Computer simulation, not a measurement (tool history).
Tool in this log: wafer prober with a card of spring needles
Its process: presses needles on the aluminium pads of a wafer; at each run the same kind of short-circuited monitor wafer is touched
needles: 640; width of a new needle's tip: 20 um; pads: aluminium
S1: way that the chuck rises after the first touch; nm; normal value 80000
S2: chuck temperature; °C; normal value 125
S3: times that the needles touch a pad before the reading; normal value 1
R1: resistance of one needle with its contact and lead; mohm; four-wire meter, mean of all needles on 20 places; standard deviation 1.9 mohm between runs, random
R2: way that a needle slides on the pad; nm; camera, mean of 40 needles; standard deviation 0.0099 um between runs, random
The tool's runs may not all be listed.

run    hour     S1   S2  S3   R1     R2
  1       0  80000  125   1  207  11077
       12.9  -- tips cleaned on abrasive film
       17.6  -- height of the first contact set anew
         35  -- tips cleaned on abrasive film
       56.5  -- tips cleaned on abrasive film
       78.2  -- tips cleaned on abrasive film
       97.7  -- tips cleaned on abrasive film
  2    97.7  80000  125   1  209  11097
      119.4  -- tips cleaned on abrasive film
        141  -- tips cleaned on abrasive film
      158.4  -- tips cleaned on abrasive film
  3   171.2  80000  125   1  209  11101
        180  -- tips cleaned on abrasive film
      201.8  -- tips cleaned on abrasive film
      219.2  -- tips cleaned on abrasive film
  4   225.2  80000  125   1  207  11108
      238.1  -- tips cleaned on abrasive film
      259.6  -- tips cleaned on abrasive film
      281.4  -- tips cleaned on abrasive film
      303.2  -- tips cleaned on abrasive film
  5   313.2  80000  125   1  208  11132
        322  -- tips cleaned on abrasive film
      343.8  -- tips cleaned on abrasive film
      365.5  -- tips cleaned on abrasive film
      382.9  -- tips cleaned on abrasive film
      404.6  -- tips cleaned on abrasive film
  6   405.9  80000  125   1  207  11122
      423.4  -- tips cleaned on abrasive film
      440.8  -- tips cleaned on abrasive film
      462.6  -- tips cleaned on abrasive film
        480  -- tips cleaned on abrasive film
  7   488.4  80000  125   1  208  11108
      501.6  -- tips cleaned on abrasive film
      501.9  -- height of the first contact set anew
      523.6  -- tips cleaned on abrasive film
      545.4  -- tips cleaned on abrasive film
      567.2  -- tips cleaned on abrasive film
  8     572  80000  125   1  205  11141
        585  -- tips cleaned on abrasive film
      602.4  -- tips cleaned on abrasive film
      624.2  -- tips cleaned on abrasive film
      645.9  -- tips cleaned on abrasive film
      667.7  -- tips cleaned on abrasive film
  9   671.3  80000  125   1  211  11133
      688.7  -- tips cleaned on abrasive film
      706.2  -- tips cleaned on abrasive film
      727.8  -- tips cleaned on abrasive film
      745.2  -- tips cleaned on abrasive film
        767  -- tips cleaned on abrasive film
 10     770  75000   91   2  199  10455
      787.5  -- tips cleaned on abrasive film
      804.9  -- tips cleaned on abrasive film
      822.3  -- tips cleaned on abrasive film
      843.7  -- tips cleaned on abrasive film
      855.7  -- card fitted with new needles
 11   867.3  75000   91   2  200  10447
      876.1  -- tips cleaned on abrasive film
      893.5  -- tips cleaned on abrasive film
      915.2  -- tips cleaned on abrasive film
      932.7  -- tips cleaned on abrasive film
      950.7  -- tips cleaned on abrasive film
 12   950.7  98000   91   2  201  13649
      972.4  -- tips cleaned on abrasive film
      994.2  -- tips cleaned on abrasive film
     1011.6  -- tips cleaned on abrasive film
 13  1014.4  80000   32   2  190  11169
     1031.8  -- tips cleaned on abrasive film
     1053.6  -- tips cleaned on abrasive film
     1074.5  -- tips cleaned on abrasive film
 14  1074.5  74000  125   1  208  10341
     1096.2  -- tips cleaned on abrasive film
     1116.6  -- tips cleaned on abrasive film
 15  1116.6  74000  125   1  211  10346
     1138.4  -- tips cleaned on abrasive film
     1159.9  -- tips cleaned on abrasive film
     1181.7  -- tips cleaned on abrasive film
     1199.1  -- tips cleaned on abrasive film
 16  1199.5  65000   65   3  197   9089
       1217  -- tips cleaned on abrasive film
     1238.7  -- tips cleaned on abrasive film
 17  1249.7  80000   53   1  194  11176

Consider 4 possible next runs. They are alternatives, not a sequence: every one starts from the tool as it was left by run 17. What does each give?
     1258.4  -- tips cleaned on abrasive film
     1280.2  -- tips cleaned on abrasive film
       1302  -- tips cleaned on abrasive film
     1319.4  -- tips cleaned on abrasive film
     1336.7  -- height of the first contact set anew
     1341.2  -- tips cleaned on abrasive film
  A  1342.5  80000   37   1   ?   ?
     1258.4  -- tips cleaned on abrasive film
     1280.2  -- tips cleaned on abrasive film
       1302  -- tips cleaned on abrasive film
     1319.4  -- tips cleaned on abrasive film
     1336.7  -- height of the first contact set anew
     1341.2  -- tips cleaned on abrasive film
  B  1342.5  70000   30   2   ?   ?
     1258.4  -- tips cleaned on abrasive film
     1280.2  -- tips cleaned on abrasive film
       1302  -- tips cleaned on abrasive film
     1319.4  -- tips cleaned on abrasive film
     1336.7  -- height of the first contact set anew
     1341.2  -- tips cleaned on abrasive film
  C  1342.5  95000  112   3   ?   ?
     1258.4  -- tips cleaned on abrasive film
     1280.2  -- tips cleaned on abrasive film
       1302  -- tips cleaned on abrasive film
     1319.4  -- tips cleaned on abrasive film
     1336.7  -- height of the first contact set anew
     1341.2  -- tips cleaned on abrasive film
  D  1342.5  73000   53   1   ?   ?

run   R1     R2
  A  191  11179
  B  192   9792
  C  203  13294
  D  193  10207
The same runs, with their run-to-run variation unchanged, on a tool lacking any hidden condition would have given:
run   R1     R2
  A  191  11081
  B  191   9707
  C  203  13178
  D  193  10118

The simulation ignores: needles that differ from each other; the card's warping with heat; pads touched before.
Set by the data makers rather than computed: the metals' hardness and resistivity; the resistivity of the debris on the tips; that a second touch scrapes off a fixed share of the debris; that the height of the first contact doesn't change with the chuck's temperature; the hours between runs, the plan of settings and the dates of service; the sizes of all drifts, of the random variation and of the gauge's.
